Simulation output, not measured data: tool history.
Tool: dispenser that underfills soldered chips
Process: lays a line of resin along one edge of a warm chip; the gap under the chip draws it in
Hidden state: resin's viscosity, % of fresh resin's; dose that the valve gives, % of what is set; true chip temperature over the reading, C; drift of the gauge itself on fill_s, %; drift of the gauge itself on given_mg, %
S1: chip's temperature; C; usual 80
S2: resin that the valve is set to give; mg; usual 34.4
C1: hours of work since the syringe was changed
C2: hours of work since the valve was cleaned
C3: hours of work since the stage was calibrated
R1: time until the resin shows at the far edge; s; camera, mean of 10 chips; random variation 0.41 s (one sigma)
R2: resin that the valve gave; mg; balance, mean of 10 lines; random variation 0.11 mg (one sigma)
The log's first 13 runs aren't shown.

-- hour=135.2 new syringe of resin
run 14 hour=138.6 | S1=80 S2=34.4 | C1=2 C2=37 C3=309 | R1=29.7 R2=33.91
-- hour=144.5 new syringe of resin
run 15 hour=151.4 | S1=79 S2=34.4 | C1=5 C2=46 C3=318 | R1=36.1 R2=33.60
-- hour=153.8 new syringe of resin
run 16 hour=161.2 | S1=80 S2=40.2 | C1=5 C2=52 C3=324 | R1=34.9 R2=39.30
-- hour=163.4 new syringe of resin
run 17 hour=167.8 | S1=80 S2=40.2 | C1=3 C2=56 C3=329 | R1=30.7 R2=39.20
-- hour=172.3 new syringe of resin
run 18 hour=174.9 | S1=93 S2=33.5 | C1=2 C2=61 C3=333 | R1=15.8 R2=32.59
-- hour=181.0 new syringe of resin
run 19 hour=186.8 | S1=93 S2=33.5 | C1=4 C2=69 C3=341 | R1=19.7 R2=32.61
-- hour=189.8 new syringe of resin
-- hour=195.4 dispensing valve cleaned and set on the balance
run 20 hour=197.0 | S1=93 S2=33.5 | C1=4 C2=1 C3=347 | R1=18.8 R2=33.38
-- hour=199.5 new syringe of resin
run 21 hour=205.0 | S1=66 S2=44.2 | C1=4 C2=6 C3=352 | R1=61.5 R2=44.24
-- hour=209.0 new syringe of resin
run 22 hour=213.7 | S1=68 S2=38.5 | C1=3 C2=12 C3=358 | R1=53.0 R2=38.62
-- hour=218.2 new syringe of resin
run 23 hour=220.4 | S1=93 S2=42.9 | C1=2 C2=16 C3=362 | R1=14.9 R2=42.67
-- hour=227.8 new syringe of resin
run 24 hour=231.3 | S1=93 S2=42.9 | C1=2 C2=24 C3=370 | R1=15.7 R2=42.49
-- hour=236.9 new syringe of resin
run 25 hour=243.5 | S1=82 S2=31.1 | C1=5 C2=32 C3=378 | R1=31.4 R2=30.77
-- hour=245.6 new syringe of resin
run 26 hour=250.1 | S1=75 S2=41.6 | C1=3 C2=36 C3=382 | R1=37.4 R2=41.01
-- hour=254.2 new syringe of resin
-- hour=262.9 new syringe of resin
run 27 hour=263.4 | S1=85 S2=39.6 | C1=0 C2=45 C3=391 | R1=19.5 R2=38.95

The next listed run, before its measurement:
-- hour=272.7 new syringe of resin
run 28 hour=274.4 | S1=85 S2=39.6 | C1=1 C2=52 C3=398 | R1=? R2=?

Run 28 gave R1 20.8 s, R2 38.86 mg.
Without the tool's hidden state the same run would have given R1 21.4 s, R2 39.62 mg.
